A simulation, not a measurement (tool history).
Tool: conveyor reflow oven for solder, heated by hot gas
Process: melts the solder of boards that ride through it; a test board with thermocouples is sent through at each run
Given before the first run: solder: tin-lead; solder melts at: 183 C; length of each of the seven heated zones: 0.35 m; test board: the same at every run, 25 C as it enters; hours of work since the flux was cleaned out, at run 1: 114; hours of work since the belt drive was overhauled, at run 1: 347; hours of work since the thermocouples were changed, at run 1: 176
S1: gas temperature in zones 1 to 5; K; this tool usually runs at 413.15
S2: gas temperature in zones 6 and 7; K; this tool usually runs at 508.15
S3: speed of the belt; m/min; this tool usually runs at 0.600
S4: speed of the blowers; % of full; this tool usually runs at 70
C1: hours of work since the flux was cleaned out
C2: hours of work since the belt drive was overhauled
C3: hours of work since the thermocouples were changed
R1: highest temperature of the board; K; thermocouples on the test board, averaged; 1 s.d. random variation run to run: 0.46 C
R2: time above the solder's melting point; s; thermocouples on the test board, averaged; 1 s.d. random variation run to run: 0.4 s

run 1 hour=0.0 | S1=413.15 S2=508.15 S3=0.600 S4=70 | C1=114 C2=347 C3=176 | R1=494.15 R2=55.0
run 2 hour=22.9 | S1=401.15 S2=508.15 S3=0.600 S4=70 | C1=132 C2=365 C3=193 | R1=491.25 R2=50.2
run 3 hour=38.0 | S1=401.15 S2=508.15 S3=0.600 S4=83 | C1=143 C2=377 C3=205 | R1=494.55 R2=54.0
run 4 hour=55.5 | S1=401.15 S2=508.15 S3=0.600 S4=83 | C1=157 C2=390 C3=219 | R1=494.55 R2=53.4
run 5 hour=73.4 | S1=401.15 S2=508.15 S3=0.600 S4=83 | C1=171 C2=404 C3=232 | R1=494.55 R2=53.4
run 6 hour=86.3 | S1=413.15 S2=508.15 S3=0.600 S4=70 | C1=181 C2=414 C3=242 | R1=493.95 R2=55.1
run 7 hour=103.5 | S1=413.15 S2=505.15 S3=0.600 S4=70 | C1=194 C2=427 C3=256 | R1=490.65 R2=53.4
run 8 hour=119.8 | S1=413.15 S2=508.15 S3=0.490 S4=70 | C1=207 C2=440 C3=268 | R1=498.65 R2=72.6
run 9 hour=138.1 | S1=413.15 S2=508.15 S3=0.600 S4=70 | C1=221 C2=454 C3=282 | R1=493.25 R2=55.3
run 10 hour=161.0 | S1=413.15 S2=514.15 S3=0.600 S4=70 | C1=238 C2=472 C3=300 | R1=498.05 R2=58.1
run 11 hour=179.3 | S1=413.15 S2=514.15 S3=0.600 S4=70 | C1=253 C2=486 C3=314 | R1=497.75 R2=58.1
run 12 hour=201.4 | S1=413.15 S2=514.15 S3=0.600 S4=70 | C1=270 C2=503 C3=331 | R1=497.05 R2=58.7
run 13 hour=229.4 | S1=413.15 S2=508.15 S3=0.600 S4=70 | C1=291 C2=524 C3=353 | R1=491.85 R2=54.8
run 14 hour=250.8 | S1=413.15 S2=508.15 S3=0.600 S4=70 | C1=308 C2=541 C3=370 | R1=492.85 R2=55.2
run 15 hour=265.8 | S1=413.15 S2=508.15 S3=0.600 S4=67 | C1=319 C2=553 C3=381 | R1=491.35 R2=54.6
run 16 hour=288.2 | S1=410.15 S2=511.15 S3=0.565 S4=53 | C1=337 C2=570 C3=398 | R1=490.15 R2=55.1
run 17 hour=301.0 | S1=413.15 S2=514.15 S3=0.491 S4=70 | C1=347 C2=580 C3=408 | R1=503.65 R2=75.6
run 18 hour=322.6 | S1=421.15 S2=508.15 S3=0.617 S4=88 | C1=363 C2=596 C3=425 | R1=495.85 R2=59.4
run 19 hour=338.8 | S1=421.15 S2=508.15 S3=0.617 S4=88 | C1=376 C2=609 C3=438 | R1=496.95 R2=59.1
run 20 hour=366.3 | S1=413.15 S2=508.15 S3=0.658 S4=70 | C1=397 C2=630 C3=459 | R1=489.15 R2=46.8
run 21 hour=386.7 | S1=413.15 S2=509.15 S3=0.658 S4=79 | C1=413 C2=646 C3=475 | R1=492.35 R2=49.4
run 22 hour=413.3 | S1=413.15 S2=516.15 S3=0.658 S4=71 | C1=433 C2=667 C3=495 | R1=495.45 R2=51.2
run 23 hour=441.2 | S1=413.15 S2=516.15 S3=0.658 S4=71 | C1=455 C2=688 C3=517 | R1=495.45 R2=51.0
run 24 hour=466.2 | S1=416.15 S2=510.15 S3=0.509 S4=53 | C1=474 C2=707 C3=536 | R1=494.35 R2=67.3
run 25 hour=486.0 | S1=416.15 S2=510.15 S3=0.509 S4=53 | C1=490 C2=723 C3=551 | R1=494.85 R2=67.7
-- hour=495.1 flux residue cleaned out of gas plates and filters
run 26 hour=517.7 | S1=416.15 S2=510.15 S3=0.509 S4=53 | C1=17 C2=743 C3=572 | R1=497.25 R2=70.7
run 27 hour=529.2 | S1=425.15 S2=498.15 S3=0.509 S4=53 | C1=26 C2=752 C3=581 | R1=487.85 R2=67.9
run 28 hour=541.5 | S1=413.15 S2=504.15 S3=0.535 S4=70 | C1=36 C2=762 C3=590 | R1=495.15 R2=64.8
run 29 hour=557.7 | S1=413.15 S2=504.15 S3=0.535 S4=70 | C1=48 C2=774 C3=603 | R1=494.35 R2=64.9
run 30 hour=585.8 | S1=413.15 S2=504.15 S3=0.535 S4=57 | C1=70 C2=796 C3=625 | R1=491.05 R2=61.8

How the hidden state differs across the entries between the runs, from the last listed run before each to the first after it:
From run 25 to run 26: flux residue cleaned out of gas plates and filters (hour 495.1)
  heat that the gas passes to the board, % of a clean oven's: 85.5 -> 98.9; belt's true speed, % of the reading: 98.3 -> 98.24; true gas temperature in zones 6 and 7 over the reading, C: 1.51 -> 1.57
  difference, measured minus the result without the unlogged condition, R1: -1.10 -> +1.70 K; R2: +0.1 -> +2.5 s
